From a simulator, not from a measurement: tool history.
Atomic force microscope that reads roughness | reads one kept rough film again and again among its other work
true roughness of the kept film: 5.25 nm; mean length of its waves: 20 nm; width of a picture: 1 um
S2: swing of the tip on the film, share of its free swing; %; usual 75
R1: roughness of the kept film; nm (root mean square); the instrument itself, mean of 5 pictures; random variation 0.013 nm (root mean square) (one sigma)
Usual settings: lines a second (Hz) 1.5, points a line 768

Run 1, hour 0: usual settings. Result: R1 1.301 nm (root mean square).
Run 2, hour 28.8: usual settings. Result: R1 2.004 nm (root mean square).
Run 3, hour 60.5: usual settings. Result: R1 1.381 nm (root mean square).
Run 4, hour 83.8: usual settings but S2 81 %. Result: R1 2.1 nm (root mean square).
Run 5, hour 115: usual settings but points a line 968. Result: R1 1.435 nm (root mean square).
Run 6, hour 137.7: usual settings but S2 79 %. Result: R1 2.22 nm (root mean square).
Run 7, hour 163.7: usual settings but S2 79 %. Result: R1 1.59 nm (root mean square).
Run 8, hour 177.1: usual settings but lines a second (Hz) 1.13, S2 79 %. Result: R1 1.406 nm (root mean square).
Run 9, hour 195.6: usual settings. Result: R1 2.268 nm (root mean square).
Run 10, hour 225.8: usual settings. Result: R1 1.531 nm (root mean square).
Run 11, hour 252.9: usual settings. Result: R1 2.382 nm (root mean square).
Run 12, hour 281.7: usual settings. Result: R1 1.594 nm (root mean square).
Run 13, hour 304.8: usual settings but S2 61 %. Result: R1 2.669 nm (root mean square).
Run 14, hour 326.5: usual settings but S2 61 %. Result: R1 1.938 nm (root mean square).
Run 15, hour 349.8: usual settings but S2 61 %. Result: R1 1.464 nm (root mean square).
Run 16, hour 379.3: usual settings but S2 61 %. Result: R1 1.997 nm (root mean square).
Run 17, hour 394.4: usual settings but S2 61 %. Result: R1 1.667 nm (root mean square).
Run 18, hour 421.4: usual settings but S2 63 %. Result: R1 2.651 nm (root mean square).
Run 19, hour 445.2: usual settings but S2 63 %. Result: R1 1.828 nm (root mean square).
Run 20, hour 473.1: usual settings but S2 63 %. Result: R1 2.899 nm (root mean square).
Run 21, hour 498.5: usual settings but S2 63 %. Result: R1 1.916 nm (root mean square).
Run 22, hour 512.6: usual settings but S2 63 %, points a line 522. Result: R1 1.618 nm (root mean square).
Run 23, hour 534.6: usual settings but S2 63 %, points a line 522. Result: R1 2.68 nm (root mean square).
Run 24, hour 547.5: usual settings but S2 63 %, points a line 522. Result: R1 2.178 nm (root mean square).
Run 25, hour 575.2: usual settings but S2 63 %, points a line 522. Result: R1 1.527 nm (root mean square).
Run 26, hour 597.9: usual settings but lines a second (Hz) 3.84. Result: R1 2.055 nm (root mean square).
Run 27, hour 620.8: usual settings but lines a second (Hz) 3.84, S2 82 %, points a line 361. Result: R1 1.379 nm (root mean square).
Run 28, hour 642.2: usual settings but lines a second (Hz) 3.84, S2 82 %, points a line 361. Result: R1 2.476 nm (root mean square).
Run 29, hour 657.4: usual settings but lines a second (Hz) 3.84, S2 82 %, points a line 361. Result: R1 1.845 nm (root mean square).
Run 30, hour 679.7: usual settings but lines a second (Hz) 0.62, S2 69 %, points a line 329. Result: R1 1.736 nm (root mean square).
Run 31, hour 693.3: usual settings but lines a second (Hz) 0.61, points a line 908. Result: R1 1.537 nm (root mean square).
Run 32, hour 711.2: usual settings but lines a second (Hz) 1.15, S2 60 %, points a line 489. Result: R1 2.6 nm (root mean square).
Run 33, hour 728.2: usual settings but lines a second (Hz) 0.51, S2 74 %, points a line 586. Result: R1 2.023 nm (root mean square).
Run 34, hour 750.7: usual settings but S2 63 %. Result: R1 1.483 nm (root mean square).
Run 35, hour 770.7: usual settings but lines a second (Hz) 1.26, S2 70 %, points a line 521. Result: R1 2.523 nm (root mean square).
Run 36, hour 784.7: usual settings but points a line 335. Result: R1 1.882 nm (root mean square).
Run 37, hour 802: usual settings but lines a second (Hz) 1.35, S2 65 %, points a line 616. Result: R1 1.663 nm (root mean square).
Run 38, hour 820: usual settings but lines a second (Hz) 3.77, S2 77 %, points a line 524. Result: R1 2.499 nm (root mean square).
Run 39, hour 846.9: usual settings but lines a second (Hz) 2.71, S2 78 %, points a line 359. Result: R1 1.667 nm (root mean square).
Run 40, hour 867.9: usual settings but lines a second (Hz) 0.68, points a line 979. Result: R1 1.532 nm (root mean square).
Run 41, hour 894.2: usual settings but lines a second (Hz) 2.53, S2 64 %, points a line 787. Result: R1 2.198 nm (root mean square).
Run 42, hour 909.2: usual settings but lines a second (Hz) 2.53, S2 64 %, points a line 725. Result: R1 1.739 nm (root mean square).
Run 43, hour 922.9: usual settings but lines a second (Hz) 1.05, S2 71 %, points a line 859. Result: R1 1.527 nm (root mean square).
Run 44, hour 954.6: usual settings but lines a second (Hz) 1.56. Result: R1 2.102 nm (root mean square).
Run 45, hour 977.6: usual settings but lines a second (Hz) 0.58, S2 87 %. Result: R1 1.561 nm (root mean square).
Run 46, hour 1000.7: usual settings but lines a second (Hz) 0.58, S2 87 %. Result: R1 2.682 nm (root mean square).
Run 47, hour 1022.1: usual settings but lines a second (Hz) 1.9. Result: R1 1.804 nm (root mean square).
Run 48, hour 1043.1: usual settings but lines a second (Hz) 2.39, S2 59 %, points a line 278. Result: R1 1.484 nm (root mean square).
Run 49, hour 1060.5: usual settings but lines a second (Hz) 1.67, S2 59 %, points a line 840. Result: R1 2.549 nm (root mean square).
Run 50, hour 1075.1: usual settings but lines a second (Hz) 1.67, S2 59 %, points a line 840. Result: R1 2 nm (root mean square).
Run 51, hour 1088.9: usual settings but lines a second (Hz) 0.89, S2 55 %. Result: R1 1.731 nm (root mean square).
Run 52, hour 1111.1: usual settings but lines a second (Hz) 3.48, S2 55 %. Result: R1 3.02 nm (root mean square).

Taken out of this log: 22 entries between the listed runs. Where each belongs, and how the hidden state differs across it:
Between runs 1 and 2: new tip fitted (hour 5)
  radius of the tip, nm: 50.9 -> 26.3; height scale over the true one, %: -0.86 -> -0.89
  measured less the result without the state, R1: -1.848 -> -1.138 nm (root mean square)
Between runs 3 and 4: new tip fitted (hour 63.2)
  radius of the tip, nm: 46.7 -> 23.1; height scale over the true one, %: -0.92 -> -0.94
  measured less the result without the state, R1: -1.763 -> -0.965 nm (root mean square)
Between runs 5 and 6: new tip fitted (hour 123)
  radius of the tip, nm: 43.9 -> 20.8; height scale over the true one, %: -0.97 -> -0.99
  measured less the result without the state, R1: -1.693 -> -0.855 nm (root mean square)
Between runs 8 and 9: new tip fitted (hour 179.9)
  radius of the tip, nm: 45.7 -> 20.6; height scale over the true one, %: -1.03 -> -1.05
  measured less the result without the state, R1: -1.747 -> -0.854 nm (root mean square)
Between runs 10 and 11: new tip fitted (hour 238.9)
  radius of the tip, nm: 39.7 -> 18.9; height scale over the true one, %: -1.08 -> -1.11
  measured less the result without the state, R1: -1.582 -> -0.76 nm (root mean square)
Between runs 12 and 13: new tip fitted (hour 295.9)
  radius of the tip, nm: 38.3 -> 16.6; height scale over the true one, %: -1.13 -> -1.16
  measured less the result without the state, R1: -1.565 -> -0.639 nm (root mean square)
Between runs 15 and 16: new tip fitted (hour 354.7)
  radius of the tip, nm: 46.1 -> 28.5; height scale over the true one, %: -1.2 -> -1.23
  measured less the result without the state, R1: -1.849 -> -1.302 nm (root mean square)
Between runs 17 and 18: new tip fitted (hour 411.6)
  radius of the tip, nm: 38.4 -> 16.8; height scale over the true one, %: -1.24 -> -1.27
  measured less the result without the state, R1: -1.661 -> -0.656 nm (root mean square)
Between runs 19 and 20: new tip fitted (hour 468.9)
  radius of the tip, nm: 32.6 -> 13.8; height scale over the true one, %: -1.3 -> -1.32
  measured less the result without the state, R1: -1.455 -> -0.417 nm (root mean square)
Between runs 22 and 23: new tip fitted (hour 526.2)
  radius of the tip, nm: 39 -> 15.8; height scale over the true one, %: -1.36 -> -1.38
  measured less the result without the state, R1: -1.652 -> -0.58 nm (root mean square)
Between runs 25 and 26: new tip fitted (hour 584.6)
  radius of the tip, nm: 42.3 -> 19.6; height scale over the true one, %: -1.42 -> -1.44
  measured less the result without the state, R1: -1.737 -> -0.712 nm (root mean square)
Between runs 27 and 28: new tip fitted (hour 642.2)
  radius of the tip, nm: 33.5 -> 10.1; height scale over the true one, %: -1.46 -> -1.48
  measured less the result without the state, R1: -1.149 -> -0.048 nm (root mean square)
Between runs 28 and 29: height scale calibrated on a step standard (hour 646.2)
  radius of the tip, nm: 10.1 -> 19.5; height scale over the true one, %: -1.48 -> -2.19
  measured less the result without the state, R1: -0.048 -> -0.653 nm (root mean square)
Between runs 31 and 32: new tip fitted (hour 701)
  radius of the tip, nm: 42.8 -> 17.5; height scale over the true one, %: -2.22 -> -2.24
  measured less the result without the state, R1: -1.797 -> -0.737 nm (root mean square)
Between runs 34 and 35: new tip fitted (hour 758.6)
  radius of the tip, nm: 43.9 -> 17.3; height scale over the true one, %: -2.28 -> -2.29
  measured less the result without the state, R1: -1.791 -> -0.707 nm (root mean square)
Between runs 36 and 37: height scale calibrated on a step standard, once more (hour 794.9)
  radius of the tip, nm: 27.9 -> 38.4; height scale over the true one, %: -2.31 -> 0.06
  measured less the result without the state, R1: -1.221 -> -1.615 nm (root mean square)
Between runs 37 and 38: new tip fitted (hour 816.9)
  radius of the tip, nm: 38.4 -> 12.4; height scale over the true one, %: 0.06 -> 0.04
  measured less the result without the state, R1: -1.615 -> -0.199 nm (root mean square)
Between runs 40 and 41: new tip fitted (hour 874.1)
  radius of the tip, nm: 43.9 -> 23.1; height scale over the true one, %: -0.01 -> -0.03
  measured less the result without the state, R1: -1.77 -> -0.983 nm (root mean square)
Between runs 43 and 44: new tip fitted (hour 932.8)
  radius of the tip, nm: 43.6 -> 24.5; height scale over the true one, %: -0.06 -> -0.09
  measured less the result without the state, R1: -1.751 -> -1.044 nm (root mean square)
Between runs 45 and 46: new tip fitted (hour 991.3)
  radius of the tip, nm: 41.2 -> 16.2; height scale over the true one, %: -0.11 -> -0.13
  measured less the result without the state, R1: -1.671 -> -0.573 nm (root mean square)
Between runs 48 and 49: new tip fitted (hour 1048.9)
  radius of the tip, nm: 43.5 -> 18.6; height scale over the true one, %: -0.18 -> -0.19
  measured less the result without the state, R1: -1.7 -> -0.755 nm (root mean square)
Between runs 51 and 52: new tip fitted (hour 1107)
  radius of the tip, nm: 38 -> 12.2; height scale over the true one, %: -0.22 -> -0.24
  measured less the result without the state, R1: -1.656 -> -0.23 nm (root mean square)

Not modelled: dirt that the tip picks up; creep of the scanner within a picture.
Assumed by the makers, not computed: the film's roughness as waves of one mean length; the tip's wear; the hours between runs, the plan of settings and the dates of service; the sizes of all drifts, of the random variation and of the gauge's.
